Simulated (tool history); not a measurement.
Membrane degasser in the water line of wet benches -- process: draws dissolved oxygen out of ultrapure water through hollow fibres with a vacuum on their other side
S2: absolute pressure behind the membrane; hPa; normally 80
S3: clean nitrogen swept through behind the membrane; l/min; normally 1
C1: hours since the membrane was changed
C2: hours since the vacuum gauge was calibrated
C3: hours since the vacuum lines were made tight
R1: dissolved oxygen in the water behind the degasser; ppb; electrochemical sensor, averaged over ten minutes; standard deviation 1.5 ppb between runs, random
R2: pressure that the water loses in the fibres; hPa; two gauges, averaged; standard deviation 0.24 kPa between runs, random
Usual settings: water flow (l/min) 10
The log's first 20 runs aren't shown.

{"run": 21, "hour": 4703.9, "water flow (l/min)": 10, "S2": 188.1, "S3": 2.46, "C1": 4815, "C2": 1997, "C3": 6033, "R1": 208.2, "R2": 632.9}
{"run": 22, "hour": 4965.1, "water flow (l/min)": 10, "S2": 188.1, "S3": 2.46, "C1": 5076, "C2": 2258, "C3": 6294, "R1": 208.1, "R2": 633.7}
{"run": 23, "hour": 5139.4, "water flow (l/min)": 15, "S2": 80, "S3": 0.53, "C1": 5250, "C2": 2433, "C3": 6468, "R1": 426.6, "R2": 956.9}
{"run": 24, "hour": 5281.3, "water flow (l/min)": 15, "S2": 80, "S3": 0.53, "C1": 5392, "C2": 2574, "C3": 6610, "R1": 432.3, "R2": 950.7}
{"run": 25, "hour": 5582.6, "water flow (l/min)": 14, "S2": 81.9, "S3": 2.11, "C1": 5694, "C2": 2876, "C3": 6911, "R1": 209.9, "R2": 887.8}
{"run": 26, "hour": 5885.3, "water flow (l/min)": 14, "S2": 81.9, "S3": 2.11, "C1": 5996, "C2": 3178, "C3": 7214, "R1": 208.6, "R2": 888.2}
{"run": 27, "hour": 6126.5, "water flow (l/min)": 13, "S2": 144.3, "S3": 1.84, "C1": 6238, "C2": 3420, "C3": 7455, "R1": 294, "R2": 823.2}
{"run": 28, "hour": 6282.7, "water flow (l/min)": 8, "S2": 95, "S3": 1.18, "C1": 6394, "C2": 3576, "C3": 7611, "R1": 136.2, "R2": 506.7}
{"run": 29, "hour": 6519.1, "water flow (l/min)": 9, "S2": 95, "S3": 0.57, "C1": 6630, "C2": 3812, "C3": 7848, "R1": 268.2, "R2": 574.8}
{"run": 30, "hour": 6646.5, "water flow (l/min)": 13, "S2": 95, "S3": 0.57, "C1": 6758, "C2": 3940, "C3": 7975, "R1": 416.5, "R2": 827.7}
{"run": 31, "hour": 6793.6, "water flow (l/min)": 7, "S2": 88.4, "S3": 1.03, "C1": 6905, "C2": 4087, "C3": 8122, "R1": 117.8, "R2": 445}
{"run": 32, "hour": 6920.6, "water flow (l/min)": 7, "S2": 56.8, "S3": 2.89, "C1": 7032, "C2": 4214, "C3": 8249, "R1": 33.6, "R2": 445.3}
{"run": 33, "hour": 7149.1, "water flow (l/min)": 15, "S2": 80, "S3": 0.42, "C1": 7260, "C2": 4442, "C3": 8478, "R1": 503.9, "R2": 956.5}

Below are 3 alternative next runs, each starting from the tool's condition after run 33. Predict each:
{"run": "A", "hour": 7336.0, "water flow (l/min)": 12, "S2": 95.4, "S3": 1.38, "C1": 7447, "C2": 4629, "C3": 8665, "R1": "?", "R2": "?"}
{"run": "B", "hour": 7336.0, "water flow (l/min)": 15, "S2": 180.1, "S3": 0.42, "C1": 7447, "C2": 4629, "C3": 8665, "R1": "?", "R2": "?"}
{"run": "C", "hour": 7336.0, "water flow (l/min)": 13, "S2": 80, "S3": 2.81, "C1": 7447, "C2": 4629, "C3": 8665, "R1": "?", "R2": "?"}

run=A R1=224.3 R2=765
run=B R1=1122.4 R2=963.6
run=C R1=166.7 R2=829.9
With no hidden state in the tool, these same runs would have given:
run=A R1=204.5 R2=742
run=B R1=1088.8 R2=934.8
run=C R1=149 R2=805

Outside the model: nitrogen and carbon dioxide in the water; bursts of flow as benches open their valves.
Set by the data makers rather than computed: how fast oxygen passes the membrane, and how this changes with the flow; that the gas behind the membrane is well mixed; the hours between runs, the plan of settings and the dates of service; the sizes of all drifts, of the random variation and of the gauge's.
